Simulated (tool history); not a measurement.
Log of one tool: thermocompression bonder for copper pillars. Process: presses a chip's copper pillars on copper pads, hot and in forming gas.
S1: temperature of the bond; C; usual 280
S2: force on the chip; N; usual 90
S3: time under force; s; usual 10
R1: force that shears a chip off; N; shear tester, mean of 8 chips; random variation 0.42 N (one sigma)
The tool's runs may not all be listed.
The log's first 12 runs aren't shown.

Run 13, day 13.246: usual settings but S3 6 s. Result: R1 79.8 N.
Run 14, day 14.454: usual settings. Result: R1 91.2 N.
Run 15, day 15.779: usual settings. Result: R1 91.3 N.
Run 16, day 16.746: usual settings but S3 6 s. Result: R1 79.3 N.
Run 17, day 17.979: usual settings but S3 7 s. Result: R1 82.9 N.
Run 18, day 18.788: usual settings but S3 7 s. Result: R1 82.8 N.
Run 19, day 19.771: usual settings but S3 7 s. Result: R1 82.2 N.
Run 20, day 21.283: usual settings but S3 7 s. Result: R1 82.1 N.
Run 21, day 22.525: usual settings but S1 250 C, S2 92 N, S3 9 s. Result: R1 67.3 N.
At day 22.721: heater calibrated with a thermocouple chip.
Run 22, day 23.929: usual settings but S1 250 C, S2 92 N, S3 9 s. Result: R1 68.8 N.
Run 23, day 25.358: usual settings but S1 267 C, S2 96 N, S3 27 s. Result: R1 103.4 N.
Run 24, day 26.579: usual settings but S2 74 N, S3 9 s. Result: R1 79.7 N.
Run 25, day 27.362: usual settings but S2 74 N, S3 9 s. Result: R1 78.2 N.
Run 26, day 28.571: usual settings but S2 72 N. Result: R1 79.7 N.
At day 28.767: heater calibrated with a thermocouple chip, once more.
Run 27, day 29.621: usual settings but S2 72 N. Result: R1 73.6 N.
Run 28, day 30.371: usual settings but S2 72 N. Result: R1 74.0 N.
Run 29, day 31.700: usual settings but S1 256 C, S2 77 N, S3 21 s. Result: R1 75.6 N.
Run 30, day 32.971: usual settings but S1 262 C, S3 16 s. Result: R1 81.4 N.
Run 31, day 33.592: usual settings but S1 262 C, S3 16 s. Result: R1 80.9 N.
Run 32, day 34.867: usual settings but S1 256 C, S2 65 N, S3 16 s. Result: R1 62.1 N.
Run 33, day 35.817: usual settings but S1 260 C, S2 86 N, S3 13 s. Result: R1 72.6 N.
Run 34, day 37.021: usual settings but S1 260 C, S2 86 N, S3 13 s. Result: R1 72.8 N.
At day 38.075: forming gas filter changed.
Run 35, day 38.579: usual settings but S1 299 C, S2 66 N, S3 17 s. Result: R1 97.5 N.
Run 36, day 39.242: usual settings but S1 296 C, S2 66 N. Result: R1 84.1 N.

Forecast run 37:
Run 37, day 40.658: usual settings but S2 60 N, S3 16 s. Result: R1 ?.

R1: 79.9 N
Without the tool's hidden state the same run would have given R1 81.5 N.
